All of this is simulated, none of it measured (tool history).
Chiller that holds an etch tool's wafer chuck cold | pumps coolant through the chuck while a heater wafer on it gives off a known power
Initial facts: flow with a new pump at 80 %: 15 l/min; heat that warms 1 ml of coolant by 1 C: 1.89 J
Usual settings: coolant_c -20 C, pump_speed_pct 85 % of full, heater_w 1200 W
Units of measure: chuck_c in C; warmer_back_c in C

Run 1, hour 0.0: usual settings. Result: chuck_c -13.5 C, warmer_back_c 2.38 C.
Run 2, hour 53.9: usual settings. Result: chuck_c -13.5 C, warmer_back_c 2.37 C.
Run 3, hour 109.0: usual settings but heater_w 1262 W. Result: chuck_c -13.0 C, warmer_back_c 2.49 C.
Run 4, hour 149.0: usual settings but heater_w 1005 W. Result: chuck_c -14.6 C, warmer_back_c 1.99 C.
Run 5, hour 189.9: usual settings but heater_w 1005 W. Result: chuck_c -14.4 C, warmer_back_c 1.99 C.
Run 6, hour 240.4: usual settings but heater_w 1005 W. Result: chuck_c -14.4 C, warmer_back_c 1.98 C.
Run 7, hour 279.5: usual settings but heater_w 1005 W. Result: chuck_c -14.5 C, warmer_back_c 1.99 C.
Run 8, hour 322.3: usual settings but heater_w 1005 W. Result: chuck_c -14.4 C, warmer_back_c 1.98 C.
Run 9, hour 353.1: usual settings but heater_w 1005 W. Result: chuck_c -14.3 C, warmer_back_c 1.99 C.
Run 10, hour 376.9: usual settings but heater_w 1005 W. Result: chuck_c -14.5 C, warmer_back_c 1.98 C.
Run 11, hour 407.9: usual settings but heater_w 1005 W. Result: chuck_c -14.4 C, warmer_back_c 1.98 C.
Run 12, hour 437.8: usual settings but heater_w 1005 W. Result: chuck_c -14.5 C, warmer_back_c 1.98 C.
Run 13, hour 475.1: usual settings but heater_w 1005 W. Result: chuck_c -14.4 C, warmer_back_c 1.97 C.
Run 14, hour 525.4: usual settings but heater_w 1005 W. Result: chuck_c -14.4 C, warmer_back_c 1.99 C.
Run 15, hour 561.0: usual settings but heater_w 1005 W. Result: chuck_c -14.5 C, warmer_back_c 1.99 C.
Run 16, hour 612.2: usual settings but pump_speed_pct 100 % of full. Result: chuck_c -14.3 C, warmer_back_c 1.97 C.
Run 17, hour 643.9: usual settings but coolant_c -29 C, pump_speed_pct 79 % of full, heater_w 692 W. Result: chuck_c -25.0 C, warmer_back_c 1.50 C.
Run 18, hour 678.6: usual settings but coolant_c -10 C, pump_speed_pct 68 % of full, heater_w 1035 W. Result: chuck_c -3.0 C, warmer_back_c 2.65 C.
Run 19, hour 725.4: usual settings but pump_speed_pct 72 % of full. Result: chuck_c -12.2 C, warmer_back_c 2.87 C.
Run 20, hour 774.2: usual settings but coolant_c -26 C, pump_speed_pct 90 % of full, heater_w 1316 W. Result: chuck_c -19.2 C, warmer_back_c 2.45 C.
Run 21, hour 825.6: usual settings but coolant_c -29 C, pump_speed_pct 92 % of full, heater_w 635 W. Result: chuck_c -25.5 C, warmer_back_c 1.15 C.
Run 22, hour 864.9: usual settings but coolant_c -29 C, pump_speed_pct 92 % of full, heater_w 635 W. Result: chuck_c -25.7 C, warmer_back_c 1.16 C.
Run 23, hour 903.4: usual settings but coolant_c -22 C, pump_speed_pct 96 % of full, heater_w 1420 W. Result: chuck_c -14.9 C, warmer_back_c 2.43 C.
Run 24, hour 958.1: usual settings but heater_w 1157 W. Result: chuck_c -13.7 C, warmer_back_c 2.27 C.
Run 25, hour 989.7: usual settings but heater_w 1157 W. Result: chuck_c -13.5 C, warmer_back_c 2.30 C.
Run 26, hour 1027.0: usual settings but coolant_c -10 C, pump_speed_pct 69 % of full, heater_w 887 W. Result: chuck_c -4.1 C, warmer_back_c 2.21 C.
Run 27, hour 1050.6: usual settings but coolant_c -29 C, pump_speed_pct 72 % of full. Result: chuck_c -21.5 C, warmer_back_c 2.84 C.
Run 28, hour 1094.0: usual settings but pump_speed_pct 98 % of full, heater_w 968 W. Result: chuck_c -15.5 C, warmer_back_c 1.62 C.
Run 29, hour 1142.5: usual settings but pump_speed_pct 61 % of full, heater_w 1534 W. Result: chuck_c -8.8 C, warmer_back_c 4.40 C.
Run 30, hour 1178.3: usual settings but pump_speed_pct 61 % of full, heater_w 1534 W. Result: chuck_c -8.5 C, warmer_back_c 4.41 C.
Run 31, hour 1225.1: usual settings but pump_speed_pct 61 % of full, heater_w 1534 W. Result: chuck_c -8.6 C, warmer_back_c 4.41 C.

Here are 3 independent what-if runs from the current tool condition. What would each one return?
Run A, hour 1248.2: usual settings but coolant_c -17 C, pump_speed_pct 61 % of full, heater_w 1215 W. Result: chuck_c ?, warmer_back_c ?.
Run B, hour 1248.2: usual settings but coolant_c -25 C, pump_speed_pct 75 % of full, heater_w 768 W. Result: chuck_c ?, warmer_back_c ?.
Run C, hour 1248.2: usual settings but pump_speed_pct 61 % of full, heater_w 636 W. Result: chuck_c ?, warmer_back_c ?.

run  chuck_c  warmer_back_c
  A     -8.3           3.49
  B    -20.4           1.75
  C    -15.3           1.83
With the hidden condition removed and each run's random variation left untouched, the same runs would have given:
run  chuck_c  warmer_back_c
  A     -8.3           3.49
  B    -20.4           1.75
  C    -15.3           1.83
